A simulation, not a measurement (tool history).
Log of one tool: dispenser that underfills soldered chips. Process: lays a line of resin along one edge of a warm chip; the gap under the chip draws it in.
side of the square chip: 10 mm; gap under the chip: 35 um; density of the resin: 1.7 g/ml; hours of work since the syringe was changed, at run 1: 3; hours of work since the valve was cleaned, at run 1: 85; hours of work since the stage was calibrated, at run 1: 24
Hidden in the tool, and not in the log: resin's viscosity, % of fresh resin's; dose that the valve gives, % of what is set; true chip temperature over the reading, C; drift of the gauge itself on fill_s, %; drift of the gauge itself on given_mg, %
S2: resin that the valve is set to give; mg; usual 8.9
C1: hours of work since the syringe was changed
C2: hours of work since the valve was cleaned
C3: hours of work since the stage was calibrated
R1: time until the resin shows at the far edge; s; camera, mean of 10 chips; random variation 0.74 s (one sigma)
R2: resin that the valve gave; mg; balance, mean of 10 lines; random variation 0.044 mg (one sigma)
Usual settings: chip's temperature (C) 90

{"run": 1, "hour": 0.0, "chip's temperature (C)": 90, "S2": 8.9, "C1": 3, "C2": 85, "C3": 24, "R1": 89.2, "R2": 8.54}
{"run": 2, "hour": 5.2, "chip's temperature (C)": 90, "S2": 8.9, "C1": 7, "C2": 89, "C3": 27, "R1": 118.3, "R2": 8.6}
{"hour": 8.1, "done": "new syringe of resin"}
{"run": 3, "hour": 9.0, "chip's temperature (C)": 90, "S2": 8.9, "C1": 1, "C2": 91, "C3": 30, "R1": 71, "R2": 8.6}
{"run": 4, "hour": 12.8, "chip's temperature (C)": 90, "S2": 8.9, "C1": 3, "C2": 93, "C3": 32, "R1": 85.6, "R2": 8.53}
{"run": 5, "hour": 17.3, "chip's temperature (C)": 90, "S2": 8.9, "C1": 6, "C2": 96, "C3": 35, "R1": 114.2, "R2": 8.49}
{"hour": 21.4, "done": "new syringe of resin"}
{"run": 6, "hour": 22.9, "chip's temperature (C)": 90, "S2": 8.9, "C1": 1, "C2": 100, "C3": 38, "R1": 74.5, "R2": 8.49}
{"hour": 25.3, "done": "dispensing valve cleaned and set on the balance"}
{"run": 7, "hour": 27.4, "chip's temperature (C)": 93, "S2": 10.64, "C1": 3, "C2": 1, "C3": 41, "R1": 83.2, "R2": 10.64}
{"run": 8, "hour": 32.8, "chip's temperature (C)": 91, "S2": 11.49, "C1": 7, "C2": 5, "C3": 44, "R1": 115.7, "R2": 11.46}
{"hour": 35.5, "done": "new syringe of resin"}
{"run": 9, "hour": 37.7, "chip's temperature (C)": 94, "S2": 11.08, "C1": 1, "C2": 8, "C3": 47, "R1": 67.8, "R2": 11.14}
{"run": 10, "hour": 41.8, "chip's temperature (C)": 76, "S2": 10.13, "C1": 4, "C2": 10, "C3": 50, "R1": 141, "R2": 10.17}
{"run": 11, "hour": 45.2, "chip's temperature (C)": 76, "S2": 10.13, "C1": 6, "C2": 13, "C3": 52, "R1": 170, "R2": 10.05}

3 ways to go on from here, each from the tool as it stands after run 11. What would each give?
{"hour": 48.4, "done": "new syringe of resin"}
{"run": "A", "hour": 48.4, "chip's temperature (C)": 96, "S2": 8.9, "C1": 0, "C2": 14, "C3": 54, "R1": "?", "R2": "?"}
{"hour": 48.4, "done": "new syringe of resin"}
{"run": "B", "hour": 48.4, "chip's temperature (C)": 76, "S2": 10.17, "C1": 0, "C2": 14, "C3": 54, "R1": "?", "R2": "?"}
{"hour": 48.4, "done": "new syringe of resin"}
{"run": "C", "hour": 48.4, "chip's temperature (C)": 96, "S2": 8.5, "C1": 0, "C2": 14, "C3": 54, "R1": "?", "R2": "?"}

run=A R1=57.4 R2=8.86
run=B R1=98.4 R2=10.14
run=C R1=59.1 R2=8.48
Without the tool's hidden state the same runs would have given:
run=A R1=57.9 R2=8.92
run=B R1=99.3 R2=10.2
run=C R1=59.6 R2=8.53
